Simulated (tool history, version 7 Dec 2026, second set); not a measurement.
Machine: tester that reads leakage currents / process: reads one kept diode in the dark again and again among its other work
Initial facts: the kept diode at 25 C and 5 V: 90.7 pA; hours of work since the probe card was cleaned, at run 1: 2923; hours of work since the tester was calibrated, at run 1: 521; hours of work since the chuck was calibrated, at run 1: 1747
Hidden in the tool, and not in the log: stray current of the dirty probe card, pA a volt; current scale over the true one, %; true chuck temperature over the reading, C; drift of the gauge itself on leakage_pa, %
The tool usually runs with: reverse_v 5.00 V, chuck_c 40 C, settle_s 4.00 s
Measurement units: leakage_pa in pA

run	hour	reverse_v	chuck_c	settle_s	hours of work since the probe card was cleaned	hours of work since the tester was calibrated	hours of work since the chuck was calibrated	leakage_pa
1	0.0	5.00	40	4.00	2923	521	1747	268.85
2	16.0	5.00	40	1.86	2933	531	1756	269.70
3	42.0	5.00	31	1.86	2948	546	1772	141.81
4	76.7	5.00	31	1.86	2968	566	1792	141.44
5	95.1	5.00	31	1.86	2979	577	1803	141.48
6	124.3	5.00	31	1.86	2996	594	1820	141.15
# hour 142.9: probe card cleaned and baked
7	161.9	5.00	31	1.86	11	615	1840	133.96
8	193.1	5.00	40	4.19	29	633	1859	258.93
9	213.9	13.49	40	4.00	42	645	1871	451.44
10	248.0	13.49	40	4.00	62	665	1891	450.30
11	278.4	13.49	40	4.00	80	683	1909	450.77
12	302.7	5.00	28	4.00	94	697	1923	105.94
13	318.3	5.00	30	4.00	103	706	1932	123.87
14	342.0	5.00	30	4.00	117	720	1946	123.41
15	371.3	5.00	30	4.00	134	737	1963	123.31
16	395.5	5.00	30	4.00	148	752	1977	122.90
17	420.5	5.00	36	4.00	163	766	1992	194.02
18	455.2	5.00	36	4.00	183	787	2012	192.73
19	482.9	5.00	36	4.00	200	803	2029	193.44
20	505.2	5.75	40	4.00	213	816	2042	278.84
21	528.8	5.75	40	4.00	227	830	2056	277.98
22	548.8	5.75	26	4.00	238	842	2067	97.85
23	585.4	2.35	26	0.44	260	863	2089	60.44
# hour 597.6: chuck's temperature calibrated
24	624.3	6.13	24	4.54	281	885	16	94.94
25	659.5	3.05	59	1.12	302	905	36	763.49
26	681.7	3.02	48	1.23	315	918	49	369.09
27	714.4	3.02	48	1.23	334	938	69	369.46
28	739.6	1.95	40	4.00	349	952	83	165.50
29	765.6	15.38	22	1.95	364	968	99	137.32
30	799.0	15.38	22	2.39	384	987	118	136.91
31	826.7	8.71	37	0.39	400	1004	134	309.67
32	856.0	1.36	49	0.98	417	1021	152	251.59
33	878.6	5.00	40	8.63	431	1034	165	277.10
34	911.5	5.00	40	1.34	450	1053	184	276.88
35	933.3	9.38	44	4.00	463	1066	197	521.41
36	955.8	5.00	28	6.57	476	1079	210	113.93
37	987.3	7.68	44	2.61	494	1098	229	464.11
38	1020.0	10.27	35	1.95	514	1117	248	288.81
39	1055.4	5.19	60	2.31	534	1138	269	1077.70

The same runs without the tool's hidden state, with the same run-to-run variation:
run	leakage_pa
1	280.42
2	281.37
3	144.94
4	144.67
5	144.77
6	144.50
7	144.75
8	278.88
9	486.27
10	485.37
11	486.18
12	114.92
13	134.32
14	133.89
15	133.86
16	133.47
17	210.38
18	209.15
19	210.05
20	302.46
21	301.69
22	106.58
23	65.94
24	94.44
25	766.05
26	370.41
27	371.08
28	166.30
29	135.66
30	135.23
31	310.82
32	253.72
33	279.01
34	279.02
35	525.52
36	114.34
37	468.49
38	290.58
39	1091.53
